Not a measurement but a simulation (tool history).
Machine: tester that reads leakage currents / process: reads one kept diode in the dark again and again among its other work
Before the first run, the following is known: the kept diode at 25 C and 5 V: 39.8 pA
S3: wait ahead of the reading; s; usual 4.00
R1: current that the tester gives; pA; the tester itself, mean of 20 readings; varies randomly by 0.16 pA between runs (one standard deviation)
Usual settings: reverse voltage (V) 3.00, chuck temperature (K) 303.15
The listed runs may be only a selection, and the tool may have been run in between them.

Run 1, hour 0.0: usual settings. Result: R1 44.04 pA.
Run 2, hour 152.4: usual settings. Result: R1 43.65 pA.
Run 3, hour 281.3: usual settings. Result: R1 43.59 pA.
Run 4, hour 378.9: usual settings. Result: R1 43.47 pA.
At hour 442.2: chuck's temperature calibrated.
Run 5, hour 495.4: usual settings. Result: R1 51.15 pA.
Run 6, hour 576.3: usual settings. Result: R1 51.10 pA.
Run 7, hour 713.8: usual settings. Result: R1 50.56 pA.
Run 8, hour 846.7: usual settings but S3 2.78 s. Result: R1 50.61 pA.
Run 9, hour 962.9: usual settings but S3 2.78 s. Result: R1 50.01 pA.
Run 10, hour 1126.5: usual settings but S3 2.78 s. Result: R1 50.22 pA.
Run 11, hour 1228.3: usual settings but S3 2.78 s. Result: R1 49.83 pA.
Run 12, hour 1397.6: usual settings but S3 2.78 s. Result: R1 49.33 pA.
Run 13, hour 1518.9: usual settings but reverse voltage (V) 2.39, chuck temperature (K) 319.15, S3 2.78 s. Result: R1 166.34 pA.
Run 14, hour 1687.6: usual settings but reverse voltage (V) 4.75, chuck temperature (K) 306.15. Result: R1 78.59 pA.
At hour 1731.6: tester calibrated.
Run 15, hour 1840.1: usual settings but reverse voltage (V) 13.80, chuck temperature (K) 313.15. Result: R1 224.26 pA.
Run 16, hour 1988.5: usual settings but S3 0.97 s. Result: R1 47.75 pA.
Run 17, hour 2162.1: usual settings but reverse voltage (V) 1.25, chuck temperature (K) 294.15, S3 0.97 s. Result: R1 14.64 pA.

Predict the results of run 18:
Run 18, hour 2262.2: usual settings but reverse voltage (V) 1.69, chuck temperature (K) 321.15, S3 1.34 s. Result: R1 ?.

{"run 18": {"R1": 157.65}}
The same run, on a tool lacking any hidden state, would have yielded R1 172.83 pA.
